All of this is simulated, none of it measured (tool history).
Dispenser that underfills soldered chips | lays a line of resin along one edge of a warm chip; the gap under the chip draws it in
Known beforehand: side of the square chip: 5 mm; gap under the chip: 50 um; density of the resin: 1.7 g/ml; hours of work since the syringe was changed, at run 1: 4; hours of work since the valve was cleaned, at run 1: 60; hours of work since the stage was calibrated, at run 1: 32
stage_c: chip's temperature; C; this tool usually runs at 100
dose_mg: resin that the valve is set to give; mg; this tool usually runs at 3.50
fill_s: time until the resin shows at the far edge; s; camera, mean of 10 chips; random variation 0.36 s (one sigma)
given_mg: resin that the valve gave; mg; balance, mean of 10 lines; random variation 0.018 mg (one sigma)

run   hour  stage_c  dose_mg  hours of work since the syringe was changed  hours of work since the valve was cleaned  hours of work since the stage was calibrated  fill_s  given_mg
  1    0.0      100     3.50                                            4                                         60                                            32    26.5      3.32
  2    8.2      100     3.50                                            9                                         66                                            37    40.2      3.30
       9.3  -- new syringe of resin
  3   17.4      100     3.50                                            6                                         72                                            44    29.5      3.29
      24.0  -- new syringe of resin
  4   25.1      100     3.50                                            1                                         77                                            49    21.5      3.26
  5   31.0      100     3.50                                            5                                         81                                            53    28.7      3.26
      38.3  -- new syringe of resin
  6   38.3      100     3.50                                            0                                         86                                            58    20.6      3.25
  7   45.4      100     3.50                                            5                                         91                                            63    28.8      3.23
      52.6  -- new syringe of resin
  8   52.7      100     3.50                                            0                                         96                                            68    20.7      3.26
  9   58.5      100     3.50                                            4                                        100                                            72    27.8      3.21
 10   66.5      100     3.50                                           10                                        106                                            78    41.9      3.18
      67.2  -- new syringe of resin
 11   73.1      102     3.50                                            4                                        110                                            82    26.0      3.18
 12   79.2      100     3.33                                            8                                        115                                            86    37.5      3.06
      81.7  -- new syringe of resin
 13   84.2      100     4.26                                            2                                        118                                            90    22.3      3.87
 14   88.4      100     3.02                                            5                                        121                                            93    29.5      2.71
 15   93.4       85     3.02                                            8                                        124                                            96    55.3      2.68
      96.0  -- new syringe of resin
 16   98.7      100     3.36                                            2                                        128                                           100    23.5      3.05
 17  104.7       94     3.36                                            6                                        132                                           104    36.7      3.01
 18  109.3      100     3.13                                            9                                        135                                           107    39.5      2.79
     110.4  -- new syringe of resin
 19  117.9      104     4.41                                            5                                        141                                           113    26.4      3.92
 20  123.8      102     3.00                                            9                                        145                                           117    40.0      2.64
     124.8  -- new syringe of resin
     131.3  -- dispensing valve cleaned and set on the balance
 21  131.3       89     3.94                                            4                                          0                                           121    35.4      3.92
 22  137.8      105     3.33                                            8                                          5                                           126    31.8      3.28
     140.2  -- new syringe of resin
 23  142.8       98     3.92                                            2                                          8                                           129    23.9      3.92
 24  147.4      101     4.14                                            5                                         11                                           133    26.9      4.10
     154.4  -- new syringe of resin
 25  156.2       89     3.38                                            1                                         17                                           138    30.0      3.31
 26  163.3       87     3.06                                            6                                         22                                           143    44.7      3.01
 27  167.9       96     3.53                                            9                                         25                                           147    43.2      3.46
     168.7  -- new syringe of resin
 28  174.5       96     3.53                                            4                                         30                                           151    29.4      3.47
 29  180.1       98     3.45                                            8                                         34                                           155    37.1      3.35
     183.6  -- new syringe of resin
 30  188.1       98     3.45                                            3                                         39                                           160    26.5      3.33
 31  192.7      101     3.56                                            6                                         42                                           164    30.3      3.45
     197.9  -- new syringe of resin
 32  198.7      101     3.56                                            1                                         46                                           168    19.6      3.43
 33  202.4       95     3.81                                            3                                         49                                           170    27.8      3.63
 34  207.5       90     3.61                                            7                                         53                                           174    40.6      3.46
     212.6  -- new syringe of resin
 35  213.9      108     3.12                                            1                                         57                                           178    17.4      2.97
 36  221.0      109     3.42                                            6                                         62                                           183    23.0      3.22

Below are 3 alternative next runs, each starting from the tool's condition after run 36. Predict each:
  A  226.1       99     3.98                                            9                                         65                                           187       ?         ?
  B  226.1      106     3.64                                            9                                         65                                           187       ?         ?
  C  226.1      101     3.50                                            9                                         65                                           187       ?         ?

run  fill_s  given_mg
  A    38.0      3.74
  B    32.8      3.45
  C    36.8      3.32
Take away the tool's hidden state, keep each run's random variation, and the runs would have read:
run  fill_s  given_mg
  A    20.2      3.95
  B    17.4      3.64
  C    19.5      3.50

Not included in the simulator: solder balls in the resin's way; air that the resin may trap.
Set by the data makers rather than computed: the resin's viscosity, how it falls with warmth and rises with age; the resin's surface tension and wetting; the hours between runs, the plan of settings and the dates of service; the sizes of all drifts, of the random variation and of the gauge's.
